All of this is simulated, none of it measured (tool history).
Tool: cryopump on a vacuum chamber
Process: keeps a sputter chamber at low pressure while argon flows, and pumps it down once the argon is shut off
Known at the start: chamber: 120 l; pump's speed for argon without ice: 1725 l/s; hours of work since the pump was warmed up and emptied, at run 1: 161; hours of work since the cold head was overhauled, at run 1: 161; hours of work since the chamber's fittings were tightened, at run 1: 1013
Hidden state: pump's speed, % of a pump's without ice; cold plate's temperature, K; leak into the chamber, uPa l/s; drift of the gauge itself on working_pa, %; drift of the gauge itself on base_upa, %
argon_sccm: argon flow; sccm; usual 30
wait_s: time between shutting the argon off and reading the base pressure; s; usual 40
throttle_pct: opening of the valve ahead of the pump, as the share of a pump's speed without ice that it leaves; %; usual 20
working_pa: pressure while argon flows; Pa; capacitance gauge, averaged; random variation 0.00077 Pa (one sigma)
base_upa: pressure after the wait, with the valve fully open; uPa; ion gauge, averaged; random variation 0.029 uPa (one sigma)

run	hour	argon_sccm	wait_s	throttle_pct	hours of work since the pump was warmed up and emptied	hours of work since the cold head was overhauled	hours of work since the chamber's fittings were tightened	working_pa	base_upa
1	0	30	40	20	161	161	1013	0.1477	1.72
2	124.6	30	40	20	225	225	1076	0.1487	1.77
3	222.1	30	40	20	274	274	1126	0.1484	1.82
4	319.6	30	40	20	324	324	1175	0.1504	1.77
5	444.5	30	40	20	388	388	1239	0.1491	1.81
6	494.8	30	40	20	413	413	1264	0.149	1.77
7	611	30	40	20	472	472	1324	0.1517	1.77
8	664.1	30	40	20	499	499	1351	0.1499	1.86
9	781.9	30	40	20	559	559	1411	0.1519	1.92
10	848.2	30	40	20	593	593	1444	0.15	1.89
11	929.9	14	40	20	635	635	1486	0.0698	1.89
# hour 981.3: pump warmed up, emptied and cooled again
12	1050.4	34	40	20	35	694	1545	0.1669	1.87
13	1165.1	30	40	20	94	752	1603	0.1482	1.89
14	1262.4	30	40	20	143	802	1653	0.1467	1.91
15	1369	30	40	20	197	856	1707	0.1493	1.88
16	1440.7	30	40	20	234	892	1744	0.1492	1.98
17	1522.9	30	40	17	276	934	1785	0.175	1.95
18	1643	24	23	46	337	995	1847	0.053	2.92
19	1730.3	24	23	46	381	1040	1891	0.0539	2.9
20	1809.9	24	23	41	422	1080	1932	0.06	2.97

The next listed run, before its measurement:
21	1923	40	180	19	479	1138	1989	?	?

Run 21 gave working_pa 0.2104 Pa, base_upa 1.08 uPa.
Without the tool's hidden state the same run would have given working_pa 0.2056 Pa, base_upa 0.41 uPa.

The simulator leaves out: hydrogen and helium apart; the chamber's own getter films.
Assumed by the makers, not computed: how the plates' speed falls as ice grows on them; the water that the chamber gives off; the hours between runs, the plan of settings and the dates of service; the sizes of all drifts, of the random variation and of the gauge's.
